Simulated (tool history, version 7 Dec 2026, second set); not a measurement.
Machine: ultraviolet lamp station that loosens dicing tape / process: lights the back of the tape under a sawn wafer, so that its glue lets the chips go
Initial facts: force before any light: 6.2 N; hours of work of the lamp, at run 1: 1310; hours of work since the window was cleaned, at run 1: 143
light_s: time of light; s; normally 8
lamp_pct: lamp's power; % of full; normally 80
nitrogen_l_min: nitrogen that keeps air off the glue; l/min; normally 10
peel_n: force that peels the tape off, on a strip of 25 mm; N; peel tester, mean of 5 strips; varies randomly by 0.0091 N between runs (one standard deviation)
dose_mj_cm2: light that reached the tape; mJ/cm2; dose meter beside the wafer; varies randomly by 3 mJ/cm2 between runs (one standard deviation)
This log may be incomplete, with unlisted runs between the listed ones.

run    hour  light_s  lamp_pct  nitrogen_l_min  hours of work of the lamp  hours of work since the window was cleaned  peel_n  dose_mj_cm2
  1     0.0        8        80              10                       1310                                         143   0.815          279
  2    71.3        8        80               7                       1359                                         192   0.951          272
  3   115.0        8        80               7                       1389                                         223   0.976          273
  4   199.2        8        80               7                       1448                                         281   1.020          263
      252.5  -- window cleaned of glue's vapour
  5   254.1        8        80               7                       1485                                           1   1.178          241
  6   338.7        8        80               7                       1544                                          60   1.268          231
  7   397.7        8        80              10                       1585                                         101   1.146          226
  8   432.2        8        80              11                       1609                                         124   1.173          219
  9   489.7        8        80               4                       1648                                         164   1.683          216
      551.3  -- window cleaned of glue's vapour, once more
      552.3  -- lamp changed
 10   560.7        8        80               4                          6                                           6   0.568          432
 11   611.6        8        80               4                         41                                          41   0.577          425
 12   686.0        8        80              10                         93                                          93   0.427          416
 13   752.8        8        80              10                        139                                         139   0.431          408
 14   837.3        8        80              10                        197                                         197   0.456          394
 15   917.0        8        80              10                        252                                         252   0.482          380
 16   976.0        8        80              10                        293                                         293   0.500          370
     1015.2  -- window cleaned of glue's vapour
 17  1061.5        7        80              10                        352                                          32   0.570          342
 18  1125.6        7        80              10                        397                                          76   0.593          342
 19  1202.8        8        72              10                        450                                         130   0.591          341
 20  1273.1        8        72              10                        499                                         179   0.636          331
 21  1346.6        8        72              10                        550                                         229   0.643          322
 22  1406.8        8        72              10                        591                                         271   0.671          313
 23  1454.4        8        72              10                        624                                         304   0.695          310
     1476.9  -- window cleaned of glue's vapour
 24  1537.0       12        63              17                        681                                          42   0.332          426
 25  1599.9        8        80               4                        725                                          85   0.791          352
 26  1641.3        8        80               4                        753                                         114   0.812          352
 27  1675.6        7        68               9                        777                                         138   1.040          258
 28  1742.0        8        87               5                        823                                         184   0.680          369
 29  1785.6        8        87               5                        853                                         214   0.695          360
 30  1844.3        8        98               5                        894                                         254   0.592          397
 31  1907.9        8        78               7                        938                                         298   0.763          306
     1937.5  -- window cleaned of glue's vapour
 32  1974.3        9        80               3                        984                                          26   0.842          376
 33  2028.6        9        88               7                       1021                                          63   0.488          407
 34  2072.3        9        88               7                       1051                                          93   0.529          397
 35  2109.6        8        95              10                       1077                                         119   0.494          376
 36  2171.2       13        80              17                       1120                                         162   0.273          497
 37  2248.7       13        68               6                       1174                                         216   0.507          416
 38  2313.2        5        98              17                       1218                                         260   0.990          221
 39  2347.8        7        75               9                       1242                                         284   1.105          237
     2399.4  -- window cleaned of glue's vapour
 40  2428.7        7        75               9                       1298                                          20   1.052          248
 41  2511.5        7        75               9                       1355                                          78   1.103          242
 42  2579.4        7        75               9                       1402                                         125   1.134          236
 43  2659.8        7        93               3                       1458                                         180   1.265          285

Here are 4 independent what-if runs from the current tool condition. What would each one return?
  A  2722.9        8        80               7                       1501                                         224       ?            ?
  B  2722.9       10        68               6                       1501                                         224       ?            ?
  C  2722.9        8        80               8                       1501                                         224       ?            ?
  D  2722.9        7        93              13                       1501                                         224       ?            ?

run  peel_n  dose_mj_cm2
  A   0.980          264
  B   0.956          287
  C   0.943          268
  D   0.742          268
With the hidden condition removed and each run's random variation left untouched, the same runs would have given:
run  peel_n  dose_mj_cm2
  A   0.424          432
  B   0.418          465
  C   0.412          435
  D   0.329          439

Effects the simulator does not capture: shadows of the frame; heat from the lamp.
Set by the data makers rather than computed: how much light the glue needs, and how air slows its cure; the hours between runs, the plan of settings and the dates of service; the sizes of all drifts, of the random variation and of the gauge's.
